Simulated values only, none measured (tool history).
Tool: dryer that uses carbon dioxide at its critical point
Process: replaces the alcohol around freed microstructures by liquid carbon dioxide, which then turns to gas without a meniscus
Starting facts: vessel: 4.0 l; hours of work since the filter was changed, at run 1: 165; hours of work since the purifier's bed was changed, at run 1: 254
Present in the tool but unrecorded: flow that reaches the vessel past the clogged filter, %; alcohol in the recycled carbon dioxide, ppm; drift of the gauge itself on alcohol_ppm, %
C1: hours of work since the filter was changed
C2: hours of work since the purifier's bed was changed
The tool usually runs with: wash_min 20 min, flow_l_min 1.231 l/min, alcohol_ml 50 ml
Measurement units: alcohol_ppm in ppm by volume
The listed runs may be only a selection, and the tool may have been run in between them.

Run 1, hour 0: usual settings; C1 165; C2 254. Result: alcohol_ppm 142 ppm by volume.
Run 2, hour 15.4: usual settings; C1 173; C2 262. Result: alcohol_ppm 131 ppm by volume.
Run 3, hour 23.7: usual settings but flow_l_min 1.17 l/min; C1 178; C2 266. Result: alcohol_ppm 169 ppm by volume.
Run 4, hour 34.2: usual settings but flow_l_min 1.17 l/min, alcohol_ml 51 ml; C1 183; C2 272. Result: alcohol_ppm 171 ppm by volume.
Run 5, hour 50.8: usual settings but flow_l_min 1.17 l/min, alcohol_ml 51 ml; C1 191; C2 280. Result: alcohol_ppm 164 ppm by volume.
Run 6, hour 69.1: usual settings but flow_l_min 1.17 l/min, alcohol_ml 51 ml; C1 201; C2 290. Result: alcohol_ppm 182 ppm by volume.
Run 7, hour 79.9: usual settings but flow_l_min 1.17 l/min, alcohol_ml 51 ml; C1 206; C2 295. Result: alcohol_ppm 177 ppm by volume.
At hour 83.7: inlet filter changed.
Run 8, hour 96.4: usual settings but flow_l_min 1.17 l/min, alcohol_ml 51 ml; C1 6; C2 303. Result: alcohol_ppm 122 ppm by volume.
Run 9, hour 111.3: usual settings but flow_l_min 1.17 l/min, alcohol_ml 51 ml; C1 14; C2 311. Result: alcohol_ppm 125 ppm by volume.
Run 10, hour 129.5: usual settings but flow_l_min 1.46 l/min; C1 23; C2 320. Result: alcohol_ppm 81 ppm by volume.
Run 11, hour 142.6: usual settings but flow_l_min 1.46 l/min; C1 30; C2 327. Result: alcohol_ppm 99 ppm by volume.
Run 12, hour 159.8: usual settings but flow_l_min 1.46 l/min; C1 39; C2 335. Result: alcohol_ppm 97 ppm by volume.
Run 13, hour 172.2: usual settings; C1 45; C2 342. Result: alcohol_ppm 123 ppm by volume.
Run 14, hour 188.6: usual settings; C1 53; C2 350. Result: alcohol_ppm 134 ppm by volume.
Run 15, hour 197.9: usual settings but wash_min 15 min; C1 58; C2 355. Result: alcohol_ppm 268 ppm by volume.
Run 16, hour 218.5: usual settings; C1 69; C2 365. Result: alcohol_ppm 134 ppm by volume.
Run 17, hour 228.8: usual settings; C1 74; C2 370. Result: alcohol_ppm 128 ppm by volume.
Run 18, hour 241.5: usual settings but flow_l_min 0.99 l/min; C1 80; C2 377. Result: alcohol_ppm 235 ppm by volume.
Run 19, hour 261.7: usual settings; C1 91; C2 387. Result: alcohol_ppm 142 ppm by volume.
Run 20, hour 271.9: usual settings; C1 96; C2 392. Result: alcohol_ppm 143 ppm by volume.
Run 21, hour 288.1: usual settings but alcohol_ml 21 ml; C1 104; C2 401. Result: alcohol_ppm 118 ppm by volume.
Run 22, hour 300.9: usual settings but alcohol_ml 21 ml; C1 111; C2 407. Result: alcohol_ppm 120 ppm by volume.
Run 23, hour 309.2: usual settings but alcohol_ml 21 ml; C1 115; C2 411. Result: alcohol_ppm 117 ppm by volume.
Run 24, hour 325.8: usual settings but alcohol_ml 21 ml; C1 123; C2 420. Result: alcohol_ppm 128 ppm by volume.
Run 25, hour 342.8: usual settings but wash_min 22 min, flow_l_min 1.28 l/min, alcohol_ml 21 ml; C1 132; C2 429. Result: alcohol_ppm 105 ppm by volume.
Run 26, hour 361.2: usual settings but flow_l_min 1.7 l/min; C1 141; C2 438. Result: alcohol_ppm 113 ppm by volume.
Run 27, hour 379.9: usual settings but flow_l_min 1.7 l/min; C1 151; C2 447. Result: alcohol_ppm 111 ppm by volume.
Run 28, hour 399: usual settings but wash_min 26 min, flow_l_min 1.98 l/min, alcohol_ml 70 ml; C1 161; C2 457. Result: alcohol_ppm 105 ppm by volume.
Run 29, hour 416.6: usual settings but wash_min 21 min, flow_l_min 1.61 l/min; C1 170; C2 466. Result: alcohol_ppm 126 ppm by volume.
Run 30, hour 433.4: usual settings but wash_min 21 min, flow_l_min 1.61 l/min; C1 178; C2 475. Result: alcohol_ppm 119 ppm by volume.
Run 31, hour 451.1: usual settings but wash_min 15 min, flow_l_min 1.85 l/min, alcohol_ml 22 ml; C1 187; C2 484. Result: alcohol_ppm 126 ppm by volume.
Run 32, hour 467.2: usual settings but flow_l_min 1.49 l/min; C1 195; C2 492. Result: alcohol_ppm 144 ppm by volume.
Run 33, hour 479.2: usual settings but flow_l_min 1.49 l/min; C1 201; C2 498. Result: alcohol_ppm 141 ppm by volume.
Run 34, hour 488.9: usual settings but flow_l_min 1.49 l/min; C1 206; C2 503. Result: alcohol_ppm 148 ppm by volume.
At hour 491.7: inlet filter changed.
Run 35, hour 506.2: usual settings but wash_min 15 min, alcohol_ml 54 ml; C1 7; C2 511. Result: alcohol_ppm 300 ppm by volume.
Run 36, hour 523.5: usual settings but flow_l_min 1.15 l/min, alcohol_ml 51 ml; C1 16; C2 520. Result: alcohol_ppm 171 ppm by volume.
Run 37, hour 537: usual settings but wash_min 18 min, flow_l_min 1.37 l/min, alcohol_ml 21 ml; C1 23; C2 527. Result: alcohol_ppm 132 ppm by volume.
Run 38, hour 547.8: usual settings but flow_l_min 1.04 l/min, alcohol_ml 113 ml; C1 29; C2 532. Result: alcohol_ppm 341 ppm by volume.
Run 39, hour 563.7: usual settings but flow_l_min 1.04 l/min, alcohol_ml 113 ml; C1 37; C2 540. Result: alcohol_ppm 349 ppm by volume.
Run 40, hour 582.8: usual settings but flow_l_min 1.04 l/min, alcohol_ml 113 ml; C1 46; C2 550. Result: alcohol_ppm 360 ppm by volume.
Run 41, hour 592.7: usual settings but flow_l_min 1.3 l/min; C1 51; C2 555. Result: alcohol_ppm 164 ppm by volume.
Run 42, hour 606.4: usual settings but wash_min 29 min, flow_l_min 1.2 l/min, alcohol_ml 62 ml; C1 58; C2 562. Result: alcohol_ppm 136 ppm by volume.
Run 43, hour 624.9: usual settings but wash_min 29 min, flow_l_min 1.2 l/min, alcohol_ml 64 ml; C1 68; C2 572. Result: alcohol_ppm 125 ppm by volume.

For some of the steps in alcohol_ppm from one run to the next: how much would appear even if the tool had no hidden state, given the settings, what came in and random variation, and how much remains for the hidden state plus any gauge scatter that the measured result and the result without hidden state don't share?
Run 7 -> 8: inlet filter changed. alcohol_ppm -55 ppm by volume: hidden state -59, all else +4.
Run 17 -> 18: flow_l_min 1.231 -> 0.99. alcohol_ppm +107 ppm by volume: hidden state +27, all else +80.
Run 34 -> 35: wash_min 20 -> 15, flow_l_min 1.49 -> 1.231, alcohol_ml 50 -> 54, inlet filter changed. alcohol_ppm +152 ppm by volume: hidden state -12, all else +164.
Run 37 -> 38: wash_min 18 -> 20, flow_l_min 1.37 -> 1.04, alcohol_ml 21 -> 113. alcohol_ppm +209 ppm by volume: hidden state +23, all else +186.
Run 40 -> 41: flow_l_min 1.04 -> 1.3, alcohol_ml 113 -> 50. alcohol_ppm -196 ppm by volume: hidden state -28, all else -168.
